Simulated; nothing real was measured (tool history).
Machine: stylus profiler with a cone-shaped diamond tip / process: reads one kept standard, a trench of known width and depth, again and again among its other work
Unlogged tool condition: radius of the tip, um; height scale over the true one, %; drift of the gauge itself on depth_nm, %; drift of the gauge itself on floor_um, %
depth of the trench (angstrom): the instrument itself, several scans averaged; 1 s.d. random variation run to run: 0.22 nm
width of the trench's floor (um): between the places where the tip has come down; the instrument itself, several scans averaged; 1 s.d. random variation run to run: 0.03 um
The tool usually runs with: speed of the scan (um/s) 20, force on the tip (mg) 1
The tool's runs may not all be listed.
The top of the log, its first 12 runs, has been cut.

run,hour,speed of the scan (um/s),force on the tip (mg),scans with this tip,hours of work since the height scale was calibrated,depth of the trench (angstrom),width of the trench's floor (um)
13,509.4,20,1.2,17317,41,10088,24.73
# hour 519: height scale calibrated on a step standard, once more
14,547,20,1.2,17570,17,10050.1,24.68
15,585.4,20,0.86,17831,39,10041,24.67
16,619.1,11,1,18061,59,10044.8,24.69
17,655.8,11,1,18311,81,10046.1,24.66
18,683.5,20,1.15,18500,98,10051.8,24.58
19,722.1,20,1.15,18763,121,10051.9,24.57
20,752,6,1.15,18966,138,10050.4,24.63
21,786.1,6,1.15,19199,159,10050.3,24.63
22,833.7,20,1.98,19523,187,10075.5,24.52
23,866.7,20,1.98,19748,206,10075.8,24.44
24,904.4,20,1.98,20005,229,10075.4,24.49
25,944,23,0.34,20274,252,10029.9,24.23
26,985.1,6,2.83,20554,277,10094.5,24.52
27,1026.6,6,2.83,20837,301,10093.4,24.51
28,1054,6,1.34,21024,318,10057.6,24.46
29,1093.9,25,1.99,21296,341,10077.7,24.42
30,1135.8,53,2.32,21582,366,10087.2,24.28
31,1184.5,53,2.32,21914,395,10087,24.2
32,1232.4,8,1.93,22239,423,10080,24.38
33,1255,25,2.55,22394,437,10089.5,24.31
34,1303.4,16,1,22724,466,10053.6,24.23
35,1337,34,1.38,22952,486,10061.5,24.13
36,1387,22,2.79,23293,515,10101.9,24.24

Consider 4 possible next runs. They are alternatives, not a sequence: every one starts from the tool as it was left by run 36. What does each give?
A,1418.1,8,1.37,23505,534,?,?
B,1418.1,20,0.41,23505,534,?,?
C,1418.1,12,0.91,23505,534,?,?
D,1418.1,6,1.25,23505,534,?,?

run,depth of the trench (angstrom),width of the trench's floor (um)
A,10063.5,24.29
B,10037.4,24.08
C,10050.7,24.27
D,10061.9,24.24
With no hidden state in the tool, these same runs would have given:
run,depth of the trench (angstrom),width of the trench's floor (um)
A,10052.4,26.51
B,10026.3,26.31
C,10039.6,26.49
D,10050.8,26.46
